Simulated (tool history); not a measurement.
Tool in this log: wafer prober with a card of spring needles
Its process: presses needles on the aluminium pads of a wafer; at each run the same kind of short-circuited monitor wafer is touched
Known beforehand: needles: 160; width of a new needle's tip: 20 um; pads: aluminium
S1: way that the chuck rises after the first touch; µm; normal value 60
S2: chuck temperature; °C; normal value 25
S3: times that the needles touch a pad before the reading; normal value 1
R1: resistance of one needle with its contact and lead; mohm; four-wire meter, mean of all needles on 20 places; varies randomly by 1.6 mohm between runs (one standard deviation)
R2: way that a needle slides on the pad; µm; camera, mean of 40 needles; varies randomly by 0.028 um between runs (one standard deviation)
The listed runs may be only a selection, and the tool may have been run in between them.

run 1 hour=0.0 | S1=60 S2=25 S3=1 | R1=165 R2=8.30
-- hour=8.8 tips cleaned on abrasive film
-- hour=17.2 tips cleaned on abrasive film
run 2 hour=18.5 | S1=60 S2=25 S3=1 | R1=181 R2=8.22
-- hour=25.1 tips cleaned on abrasive film
run 3 hour=27.4 | S1=60 S2=25 S3=1 | R1=189 R2=8.21
-- hour=32.9 tips cleaned on abrasive film
run 4 hour=38.9 | S1=60 S2=25 S3=1 | R1=211 R2=8.22
-- hour=41.8 tips cleaned on abrasive film
run 5 hour=47.6 | S1=60 S2=25 S3=1 | R1=212 R2=8.18
-- hour=51.1 tips cleaned on abrasive film
-- hour=58.9 tips cleaned on abrasive film
run 6 hour=64.4 | S1=60 S2=25 S3=1 | R1=205 R2=8.18
-- hour=67.7 tips cleaned on abrasive film
-- hour=75.6 tips cleaned on abrasive film
run 7 hour=80.8 | S1=53 S2=25 S3=1 | R1=225 R2=7.11
-- hour=83.7 tips cleaned on abrasive film
-- hour=86.2 tips cleaned on abrasive film, once more
run 8 hour=89.8 | S1=43 S2=25 S3=1 | R1=239 R2=5.67
-- hour=94.3 tips cleaned on abrasive film
-- hour=102.7 tips cleaned on abrasive film
run 9 hour=107.0 | S1=69 S2=58 S3=2 | R1=178 R2=9.31
-- hour=110.6 tips cleaned on abrasive film
run 10 hour=116.1 | S1=45 S2=45 S3=1 | R1=272 R2=5.90
-- hour=118.9 tips cleaned on abrasive film
run 11 hour=124.3 | S1=68 S2=25 S3=2 | R1=177 R2=9.11
-- hour=127.7 tips cleaned on abrasive film
-- hour=136.1 tips cleaned on abrasive film
run 12 hour=136.1 | S1=68 S2=25 S3=2 | R1=160 R2=9.12
-- hour=144.2 tips cleaned on abrasive film
run 13 hour=144.2 | S1=43 S2=25 S3=2 | R1=172 R2=5.53
-- hour=152.6 tips cleaned on abrasive film
run 14 hour=155.2 | S1=68 S2=25 S3=1 | R1=180 R2=9.06
-- hour=160.6 tips cleaned on abrasive film
-- hour=169.3 tips cleaned on abrasive film
run 15 hour=174.2 | S1=68 S2=65 S3=1 | R1=197 R2=9.03
-- hour=178.5 tips cleaned on abrasive film
-- hour=187.1 tips cleaned on abrasive film
run 16 hour=188.3 | S1=68 S2=65 S3=1 | R1=178 R2=8.95

Below are 5 alternative next runs, each starting from the tool's condition after run 16. Predict each:
-- hour=196.2 tips cleaned on abrasive film
-- hour=199.6 height of the first contact set anew
run A hour=200.7 | S1=68 S2=118 S3=1 | R1=? R2=?
-- hour=196.2 tips cleaned on abrasive film
-- hour=199.6 height of the first contact set anew
run B hour=200.7 | S1=69 S2=56 S3=1 | R1=? R2=?
-- hour=196.2 tips cleaned on abrasive film
-- hour=199.6 height of the first contact set anew
run C hour=200.7 | S1=68 S2=99 S3=2 | R1=? R2=?
-- hour=196.2 tips cleaned on abrasive film
-- hour=199.6 height of the first contact set anew
run D hour=200.7 | S1=65 S2=27 S3=1 | R1=? R2=?
-- hour=196.2 tips cleaned on abrasive film
-- hour=199.6 height of the first contact set anew
run E hour=200.7 | S1=46 S2=96 S3=1 | R1=? R2=?

run=A R1=206 R2=9.60
run=B R1=196 R2=9.75
run=C R1=188 R2=9.57
run=D R1=199 R2=9.21
run=E R1=245 R2=6.50
What these runs would have given with no unlogged condition in the tool:
run=A R1=171 R2=9.60
run=B R1=160 R2=9.75
run=C R1=166 R2=9.57
run=D R1=157 R2=9.21
run=E R1=173 R2=6.50
